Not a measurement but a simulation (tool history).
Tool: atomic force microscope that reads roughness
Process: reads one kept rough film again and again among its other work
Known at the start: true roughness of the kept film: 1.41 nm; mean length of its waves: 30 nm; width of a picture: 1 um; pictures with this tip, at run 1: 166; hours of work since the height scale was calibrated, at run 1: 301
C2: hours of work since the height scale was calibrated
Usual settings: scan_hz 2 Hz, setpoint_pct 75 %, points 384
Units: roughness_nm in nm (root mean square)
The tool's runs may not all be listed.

{"run": 1, "hour": 0.0, "scan_hz": 2, "setpoint_pct": 75, "points": 384, "pictures with this tip": 166, "C2": 301, "roughness_nm": 1.184}
{"run": 2, "hour": 12.4, "scan_hz": 2, "setpoint_pct": 75, "points": 662, "pictures with this tip": 185, "C2": 307, "roughness_nm": 1.191}
{"run": 3, "hour": 23.0, "scan_hz": 2, "setpoint_pct": 67, "points": 662, "pictures with this tip": 201, "C2": 313, "roughness_nm": 1.242}
{"run": 4, "hour": 36.2, "scan_hz": 2, "setpoint_pct": 67, "points": 662, "pictures with this tip": 220, "C2": 320, "roughness_nm": 1.244}
{"hour": 47.5, "done": "new tip fitted"}
{"run": 5, "hour": 47.5, "scan_hz": 2, "setpoint_pct": 82, "points": 662, "pictures with this tip": 0, "C2": 326, "roughness_nm": 1.13}
{"run": 6, "hour": 60.9, "scan_hz": 0.55, "setpoint_pct": 75, "points": 384, "pictures with this tip": 20, "C2": 334, "roughness_nm": 1.298}
{"run": 7, "hour": 71.2, "scan_hz": 0.56, "setpoint_pct": 75, "points": 384, "pictures with this tip": 35, "C2": 339, "roughness_nm": 1.28}
{"run": 8, "hour": 91.0, "scan_hz": 1.84, "setpoint_pct": 75, "points": 384, "pictures with this tip": 65, "C2": 350, "roughness_nm": 1.191}
{"run": 9, "hour": 101.7, "scan_hz": 1.84, "setpoint_pct": 75, "points": 384, "pictures with this tip": 81, "C2": 356, "roughness_nm": 1.185}
{"run": 10, "hour": 115.9, "scan_hz": 1.84, "setpoint_pct": 75, "points": 384, "pictures with this tip": 102, "C2": 364, "roughness_nm": 1.181}
{"run": 11, "hour": 126.3, "scan_hz": 1.84, "setpoint_pct": 75, "points": 384, "pictures with this tip": 118, "C2": 370, "roughness_nm": 1.19}
{"run": 12, "hour": 142.8, "scan_hz": 0.64, "setpoint_pct": 71, "points": 372, "pictures with this tip": 143, "C2": 379, "roughness_nm": 1.298}
{"run": 13, "hour": 163.4, "scan_hz": 2.41, "setpoint_pct": 63, "points": 269, "pictures with this tip": 174, "C2": 390, "roughness_nm": 1.224}
{"run": 14, "hour": 177.4, "scan_hz": 2, "setpoint_pct": 61, "points": 693, "pictures with this tip": 195, "C2": 398, "roughness_nm": 1.266}
{"run": 15, "hour": 193.4, "scan_hz": 2, "setpoint_pct": 61, "points": 693, "pictures with this tip": 219, "C2": 407, "roughness_nm": 1.269}
{"hour": 206.5, "done": "new tip fitted"}
{"run": 16, "hour": 207.3, "scan_hz": 1.12, "setpoint_pct": 75, "points": 875, "pictures with this tip": 2, "C2": 414, "roughness_nm": 1.251}
{"run": 17, "hour": 228.2, "scan_hz": 1.12, "setpoint_pct": 75, "points": 875, "pictures with this tip": 33, "C2": 425, "roughness_nm": 1.25}
{"run": 18, "hour": 240.8, "scan_hz": 0.62, "setpoint_pct": 87, "points": 979, "pictures with this tip": 52, "C2": 432, "roughness_nm": 1.261}
{"run": 19, "hour": 258.0, "scan_hz": 0.62, "setpoint_pct": 67, "points": 984, "pictures with this tip": 78, "C2": 442, "roughness_nm": 1.307}
{"run": 20, "hour": 273.5, "scan_hz": 0.62, "setpoint_pct": 67, "points": 984, "pictures with this tip": 101, "C2": 450, "roughness_nm": 1.312}

Forecast each of these 4 alternatives for the next run:
{"run": "A", "hour": 292.7, "scan_hz": 0.62, "setpoint_pct": 86, "points": 984, "pictures with this tip": 130, "C2": 461, "roughness_nm": "?"}
{"run": "B", "hour": 292.7, "scan_hz": 2.53, "setpoint_pct": 67, "points": 984, "pictures with this tip": 130, "C2": 461, "roughness_nm": "?"}
{"run": "C", "hour": 292.7, "scan_hz": 2.61, "setpoint_pct": 75, "points": 986, "pictures with this tip": 130, "C2": 461, "roughness_nm": "?"}
{"run": "D", "hour": 292.7, "scan_hz": 2, "setpoint_pct": 74, "points": 384, "pictures with this tip": 130, "C2": 461, "roughness_nm": "?"}

run=A roughness_nm=1.256
run=B roughness_nm=1.206
run=C roughness_nm=1.148
run=D roughness_nm=1.186
Without the tool's hidden state the same runs would have given:
run=A roughness_nm=1.258
run=B roughness_nm=1.208
run=C roughness_nm=1.15
run=D roughness_nm=1.188

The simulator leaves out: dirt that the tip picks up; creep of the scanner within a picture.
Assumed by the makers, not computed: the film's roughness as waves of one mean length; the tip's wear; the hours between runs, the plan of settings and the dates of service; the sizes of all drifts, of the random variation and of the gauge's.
